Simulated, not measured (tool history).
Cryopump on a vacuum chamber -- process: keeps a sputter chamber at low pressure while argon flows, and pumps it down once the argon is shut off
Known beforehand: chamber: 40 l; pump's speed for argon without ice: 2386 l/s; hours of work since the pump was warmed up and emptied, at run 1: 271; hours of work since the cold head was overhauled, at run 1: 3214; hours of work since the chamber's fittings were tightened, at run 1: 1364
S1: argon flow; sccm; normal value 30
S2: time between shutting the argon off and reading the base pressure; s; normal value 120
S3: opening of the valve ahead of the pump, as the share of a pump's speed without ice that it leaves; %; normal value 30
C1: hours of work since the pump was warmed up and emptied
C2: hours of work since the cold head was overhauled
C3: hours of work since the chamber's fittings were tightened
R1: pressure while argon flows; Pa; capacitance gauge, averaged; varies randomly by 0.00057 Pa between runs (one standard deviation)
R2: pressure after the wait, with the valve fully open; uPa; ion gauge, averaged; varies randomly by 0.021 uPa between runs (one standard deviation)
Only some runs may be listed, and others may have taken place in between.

run 1 day=0.000 | S1=30 S2=120 S3=30 | C1=271 C2=3214 C3=1364 | R1=0.0741 R2=0.94
run 2 day=5.554 | S1=30 S2=120 S3=30 | C1=362 C2=3306 C3=1455 | R1=0.0758 R2=1.04
run 3 day=8.217 | S1=30 S2=120 S3=30 | C1=406 C2=3350 C3=1499 | R1=0.0758 R2=1.03
run 4 day=12.004 | S1=30 S2=120 S3=30 | C1=469 C2=3412 C3=1561 | R1=0.0749 R2=1.06
run 5 day=14.325 | S1=30 S2=120 S3=30 | C1=507 C2=3450 C3=1600 | R1=0.0767 R2=1.12
run 6 day=18.304 | S1=30 S2=120 S3=23 | C1=572 C2=3516 C3=1665 | R1=0.0999 R2=1.13
run 7 day=23.925 | S1=30 S2=120 S3=23 | C1=665 C2=3608 C3=1758 | R1=0.1011 R2=1.21
run 8 day=27.671 | S1=16 S2=120 S3=30 | C1=727 C2=3670 C3=1819 | R1=0.0438 R2=1.27
run 9 day=32.692 | S1=16 S2=120 S3=30 | C1=809 C2=3753 C3=1902 | R1=0.0437 R2=1.37
run 10 day=38.096 | S1=16 S2=120 S3=30 | C1=898 C2=3842 C3=1991 | R1=0.0448 R2=1.43
-- day=39.558 pump warmed up, emptied and cooled again
run 11 day=41.467 | S1=30 S2=120 S3=31 | C1=31 C2=3894 C3=2043 | R1=0.0706 R2=1.08
run 12 day=46.100 | S1=30 S2=120 S3=15 | C1=108 C2=3970 C3=2120 | R1=0.1437 R2=1.17
run 13 day=49.012 | S1=30 S2=120 S3=30 | C1=156 C2=4018 C3=2168 | R1=0.0748 R2=1.21
run 14 day=52.438 | S1=30 S2=120 S3=30 | C1=212 C2=4075 C3=2224 | R1=0.0745 R2=1.28
run 15 day=57.658 | S1=40 S2=120 S3=30 | C1=298 C2=4161 C3=2310 | R1=0.1000 R2=1.29
run 16 day=61.050 | S1=40 S2=120 S3=30 | C1=354 C2=4216 C3=2366 | R1=0.0998 R2=1.34
run 17 day=63.942 | S1=13 S2=120 S3=30 | C1=402 C2=4264 C3=2414 | R1=0.0337 R2=1.42
run 18 day=66.296 | S1=45 S2=50 S3=35 | C1=440 C2=4303 C3=2452 | R1=0.0999 R2=1.89
run 19 day=69.104 | S1=45 S2=50 S3=35 | C1=487 C2=4349 C3=2499 | R1=0.1012 R2=1.89
run 20 day=71.383 | S1=30 S2=28 S3=39 | C1=524 C2=4387 C3=2536 | R1=0.0620 R2=2.49
run 21 day=75.112 | S1=30 S2=28 S3=39 | C1=586 C2=4448 C3=2598 | R1=0.0627 R2=2.52
run 22 day=80.104 | S1=19 S2=38 S3=16 | C1=668 C2=4530 C3=2680 | R1=0.0898 R2=2.31
run 23 day=83.262 | S1=19 S2=38 S3=16 | C1=720 C2=4582 C3=2732 | R1=0.0900 R2=2.37
run 24 day=87.562 | S1=41 S2=30 S3=52 | C1=791 C2=4653 C3=2803 | R1=0.0704 R2=2.69
run 25 day=92.112 | S1=41 S2=22 S3=52 | C1=866 C2=4728 C3=2878 | R1=0.0731 R2=3.15
run 26 day=95.088 | S1=41 S2=22 S3=52 | C1=915 C2=4777 C3=2927 | R1=0.0727 R2=3.15
-- day=95.625 pump warmed up, emptied and cooled again
run 27 day=98.825 | S1=51 S2=22 S3=15 | C1=53 C2=4835 C3=2985 | R1=0.2435 R2=2.65
run 28 day=101.625 | S1=30 S2=120 S3=25 | C1=99 C2=4881 C3=3031 | R1=0.0883 R2=1.50

The next listed run, before its measurement:
-- day=102.775 leaking fittings of the chamber tightened, without venting
run 29 day=105.521 | S1=30 S2=120 S3=25 | C1=162 C2=4944 C3=45 | R1=? R2=?

{"run 29": {"R1": 0.0889, "R2": 0.47}}
With the hidden condition absent and the run-to-run variation left alone, this run would have shown R1 0.0855 Pa, R2 0.40 uPa.
